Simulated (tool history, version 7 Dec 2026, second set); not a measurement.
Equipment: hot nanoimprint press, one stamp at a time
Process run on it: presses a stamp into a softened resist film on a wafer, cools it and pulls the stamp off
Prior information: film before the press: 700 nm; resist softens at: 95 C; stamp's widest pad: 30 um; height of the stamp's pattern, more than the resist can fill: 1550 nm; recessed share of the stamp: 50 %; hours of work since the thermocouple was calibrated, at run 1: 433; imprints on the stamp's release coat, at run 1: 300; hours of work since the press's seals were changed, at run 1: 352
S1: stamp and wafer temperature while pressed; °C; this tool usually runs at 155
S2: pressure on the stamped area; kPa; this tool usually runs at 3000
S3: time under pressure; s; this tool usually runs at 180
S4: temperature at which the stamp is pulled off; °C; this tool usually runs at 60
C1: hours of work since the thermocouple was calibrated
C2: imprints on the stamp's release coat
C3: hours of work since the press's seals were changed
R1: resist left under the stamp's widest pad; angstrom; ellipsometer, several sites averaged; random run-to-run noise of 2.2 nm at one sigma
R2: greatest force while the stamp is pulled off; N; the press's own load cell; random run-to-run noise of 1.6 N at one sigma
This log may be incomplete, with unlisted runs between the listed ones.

{"run": 1, "hour": 0.0, "S1": 155, "S2": 3000, "S3": 180, "S4": 60, "C1": 433, "C2": 300, "C3": 352, "R1": 3574, "R2": 96}
{"hour": 8.5, "done": "plate thermocouple calibrated"}
{"run": 2, "hour": 14.6, "S1": 155, "S2": 3000, "S3": 97, "S4": 60, "C1": 3, "C2": 333, "C3": 359, "R1": 4240, "R2": 92}
{"run": 3, "hour": 33.3, "S1": 155, "S2": 3000, "S3": 97, "S4": 60, "C1": 14, "C2": 388, "C3": 369, "R1": 4252, "R2": 92}
{"run": 4, "hour": 54.0, "S1": 155, "S2": 3000, "S3": 97, "S4": 60, "C1": 25, "C2": 448, "C3": 380, "R1": 4219, "R2": 91}
{"run": 5, "hour": 70.2, "S1": 155, "S2": 3000, "S3": 116, "S4": 60, "C1": 34, "C2": 495, "C3": 389, "R1": 4071, "R2": 89}
{"hour": 102.6, "done": "stamp cleaned and given a new release coat"}
{"run": 6, "hour": 103.2, "S1": 155, "S2": 2650, "S3": 116, "S4": 60, "C1": 49, "C2": 2, "C3": 404, "R1": 4299, "R2": 92}
{"run": 7, "hour": 124.0, "S1": 155, "S2": 2650, "S3": 116, "S4": 60, "C1": 60, "C2": 63, "C3": 415, "R1": 4303, "R2": 94}
{"run": 8, "hour": 146.6, "S1": 155, "S2": 2650, "S3": 116, "S4": 60, "C1": 72, "C2": 128, "C3": 428, "R1": 4345, "R2": 89}
{"run": 9, "hour": 161.7, "S1": 155, "S2": 2650, "S3": 116, "S4": 60, "C1": 81, "C2": 172, "C3": 436, "R1": 4265, "R2": 93}
{"run": 10, "hour": 183.9, "S1": 155, "S2": 2650, "S3": 116, "S4": 60, "C1": 93, "C2": 237, "C3": 448, "R1": 4254, "R2": 90}
{"run": 11, "hour": 207.9, "S1": 155, "S2": 2290, "S3": 180, "S4": 60, "C1": 106, "C2": 307, "C3": 461, "R1": 4048, "R2": 93}
{"run": 12, "hour": 224.8, "S1": 155, "S2": 2290, "S3": 180, "S4": 60, "C1": 115, "C2": 356, "C3": 470, "R1": 4062, "R2": 90}
{"run": 13, "hour": 243.9, "S1": 155, "S2": 2290, "S3": 180, "S4": 60, "C1": 126, "C2": 412, "C3": 481, "R1": 4061, "R2": 94}
{"run": 14, "hour": 266.1, "S1": 155, "S2": 2290, "S3": 180, "S4": 60, "C1": 138, "C2": 477, "C3": 493, "R1": 4072, "R2": 94}
{"run": 15, "hour": 282.7, "S1": 155, "S2": 3410, "S3": 180, "S4": 60, "C1": 147, "C2": 525, "C3": 502, "R1": 3306, "R2": 93}
{"hour": 305.1, "done": "stamp cleaned and given a new release coat"}
{"run": 16, "hour": 305.2, "S1": 155, "S2": 3410, "S3": 180, "S4": 60, "C1": 156, "C2": 1, "C3": 511, "R1": 3324, "R2": 91}
{"hour": 323.6, "done": "press's hydraulic seals changed and the load cell set to zero"}
{"run": 17, "hour": 336.6, "S1": 148, "S2": 3000, "S3": 98, "S4": 60, "C1": 169, "C2": 69, "C3": 7, "R1": 5124, "R2": 94}
{"run": 18, "hour": 353.2, "S1": 148, "S2": 3000, "S3": 189, "S4": 67, "C1": 178, "C2": 117, "C3": 16, "R1": 4355, "R2": 87}
{"run": 19, "hour": 380.1, "S1": 148, "S2": 3000, "S3": 189, "S4": 67, "C1": 193, "C2": 196, "C3": 31, "R1": 4371, "R2": 88}
{"run": 20, "hour": 398.9, "S1": 155, "S2": 2040, "S3": 180, "S4": 60, "C1": 203, "C2": 250, "C3": 41, "R1": 4288, "R2": 91}
{"run": 21, "hour": 416.5, "S1": 155, "S2": 2040, "S3": 180, "S4": 60, "C1": 212, "C2": 302, "C3": 51, "R1": 4322, "R2": 91}
{"run": 22, "hour": 441.6, "S1": 155, "S2": 4190, "S3": 180, "S4": 60, "C1": 226, "C2": 375, "C3": 65, "R1": 2948, "R2": 92}
{"run": 23, "hour": 467.4, "S1": 155, "S2": 4190, "S3": 180, "S4": 60, "C1": 240, "C2": 450, "C3": 79, "R1": 2946, "R2": 92}
{"run": 24, "hour": 492.3, "S1": 155, "S2": 4190, "S3": 180, "S4": 60, "C1": 254, "C2": 523, "C3": 92, "R1": 2935, "R2": 94}
{"run": 25, "hour": 506.7, "S1": 163, "S2": 2700, "S3": 345, "S4": 60, "C1": 262, "C2": 564, "C3": 100, "R1": 2361, "R2": 96}
{"hour": 515.2, "done": "stamp cleaned and given a new release coat"}
{"run": 26, "hour": 535.7, "S1": 157, "S2": 1820, "S3": 95, "S4": 48, "C1": 275, "C2": 60, "C3": 113, "R1": 5056, "R2": 101}
{"run": 27, "hour": 554.2, "S1": 157, "S2": 3040, "S3": 95, "S4": 67, "C1": 285, "C2": 113, "C3": 123, "R1": 4038, "R2": 87}
{"run": 28, "hour": 574.7, "S1": 157, "S2": 3040, "S3": 95, "S4": 67, "C1": 296, "C2": 173, "C3": 134, "R1": 4049, "R2": 86}
{"run": 29, "hour": 586.5, "S1": 155, "S2": 4650, "S3": 291, "S4": 57, "C1": 302, "C2": 208, "C3": 141, "R1": 2348, "R2": 95}

Here are 3 independent what-if runs from the current tool condition. What would each one return?
{"run": "A", "hour": 604.7, "S1": 152, "S2": 2540, "S3": 186, "S4": 60, "C1": 312, "C2": 261, "C3": 151, "R1": "?", "R2": "?"}
{"run": "B", "hour": 604.7, "S1": 145, "S2": 2750, "S3": 295, "S4": 60, "C1": 312, "C2": 261, "C3": 151, "R1": "?", "R2": "?"}
{"run": "C", "hour": 604.7, "S1": 155, "S2": 4240, "S3": 111, "S4": 63, "C1": 312, "C2": 261, "C3": 151, "R1": "?", "R2": "?"}

run=A R1=4247 R2=95
run=B R1=4440 R2=95
run=C R1=3428 R2=92
Take away the tool's hidden state, keep each run's random variation, and the runs would have read:
run=A R1=4235 R2=95
run=B R1=4428 R2=94
run=C R1=3417 R2=92
